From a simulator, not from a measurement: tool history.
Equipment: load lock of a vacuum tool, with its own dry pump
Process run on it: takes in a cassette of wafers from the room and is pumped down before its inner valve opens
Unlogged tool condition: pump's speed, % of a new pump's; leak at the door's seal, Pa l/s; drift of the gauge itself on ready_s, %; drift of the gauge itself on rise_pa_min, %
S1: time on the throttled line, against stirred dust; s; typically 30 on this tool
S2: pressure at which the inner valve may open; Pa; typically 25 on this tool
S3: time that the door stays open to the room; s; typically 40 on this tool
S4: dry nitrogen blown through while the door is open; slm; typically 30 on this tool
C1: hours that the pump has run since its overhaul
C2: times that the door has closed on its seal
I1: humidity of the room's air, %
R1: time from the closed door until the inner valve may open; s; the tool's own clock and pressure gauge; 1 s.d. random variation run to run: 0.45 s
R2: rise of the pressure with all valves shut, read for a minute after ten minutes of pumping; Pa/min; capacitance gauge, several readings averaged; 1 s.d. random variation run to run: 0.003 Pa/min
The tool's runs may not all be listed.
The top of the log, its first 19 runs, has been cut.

| run | hour | S1 | S2 | S3 | S4 | C1 | C2 | I1 | R1 | R2 |
|---|---|---|---|---|---|---|---|---|---|---|
| 20 | 8957.6 | 20 | 25 | 40 | 30 | 4437 | 45985 | 49.7 | 51 | 0.321 |
| 21 | 9576.4 | 30 | 25 | 40 | 13 | 5056 | 46892 | 43.9 | 57.4 | 0.347 |
| 22 | 10185.4 | 30 | 40 | 40 | 30 | 5664 | 47786 | 48.2 | 56.3 | 0.345 |
| 23 | 10803.4 | 30 | 40 | 40 | 30 | 6282 | 48692 | 44.7 | 56.4 | 0.348 |
| 24 | 11416.3 | 48 | 25 | 133 | 30 | 6895 | 49592 | 47.5 | 70.5 | 0.368 |
| 25 | 11863.6 | 25 | 31 | 29 | 13 | 7343 | 50248 | 45.6 | 54.8 | 0.376 |
| 26 | 12141.1 | 30 | 25 | 40 | 31 | 7620 | 50655 | 46.8 | 59.7 | 0.367 |
| 27 | 12487.9 | 30 | 32 | 40 | 30 | 7967 | 51164 | 47.3 | 57.8 | 0.375 |
| 28 | 12989.1 | 30 | 32 | 40 | 30 | 8468 | 51899 | 46.2 | 58.4 | 0.391 |
| 29 | 13479.2 | 51 | 48 | 40 | 30 | 8958 | 52618 | 48.5 | 71.5 | 0.409 |
| 30 | 14007.9 | 51 | 48 | 40 | 30 | 9487 | 53394 | 44.6 | 70.7 | 0.399 |
| 31 | 14566.7 | 30 | 25 | 40 | 20 | 10046 | 54214 | 46.3 | 60.3 | 0.411 |
| 32 | 15229.3 | 20 | 40 | 101 | 6 | 10708 | 55186 | 43.4 | 52.8 | 0.464 |
| 33 | 15796.7 | 20 | 40 | 101 | 6 | 11276 | 56018 | 45.1 | 53.4 | 0.468 |
| 34 | 16399.3 | 20 | 40 | 101 | 6 | 11878 | 56902 | 46.2 | 53.6 | 0.477 |
|  | 16776.4 | dry pump taken out, an overhauled one fitted |
| 35 | 16838.3 | 17 | 40 | 45 | 6 | 62 | 57538 | 47.7 | 43.1 | 0.48 |
| 36 | 17467.1 | 30 | 34 | 99 | 30 | 691 | 58460 | 43.5 | 53.4 | 0.451 |
| 37 | 17768.8 | 24 | 29 | 122 | 31 | 992 | 58903 | 42.6 | 50.7 | 0.481 |

3 options for the next run, each taken on its own from the tool as it stands now. Forecast them:
| A | 18103 | 30 | 25 | 40 | 4 | 1327 | 59393 | 44.5 | ? | ? |
| B | 18103 | 24 | 37 | 122 | 31 | 1327 | 59393 | 42.9 | ? | ? |
| C | 18103 | 39 | 25 | 40 | 30 | 1327 | 59393 | 46.8 | ? | ? |

| run | R1 | R2 |
|---|---|---|
| A | 54.7 | 0.491 |
| B | 49.8 | 0.477 |
| C | 62.3 | 0.463 |
With no hidden state in the tool, these same runs would have given:
| run | R1 | R2 |
|---|---|---|
| A | 54.4 | 0.048 |
| B | 49.5 | 0.036 |
| C | 62 | 0.029 |

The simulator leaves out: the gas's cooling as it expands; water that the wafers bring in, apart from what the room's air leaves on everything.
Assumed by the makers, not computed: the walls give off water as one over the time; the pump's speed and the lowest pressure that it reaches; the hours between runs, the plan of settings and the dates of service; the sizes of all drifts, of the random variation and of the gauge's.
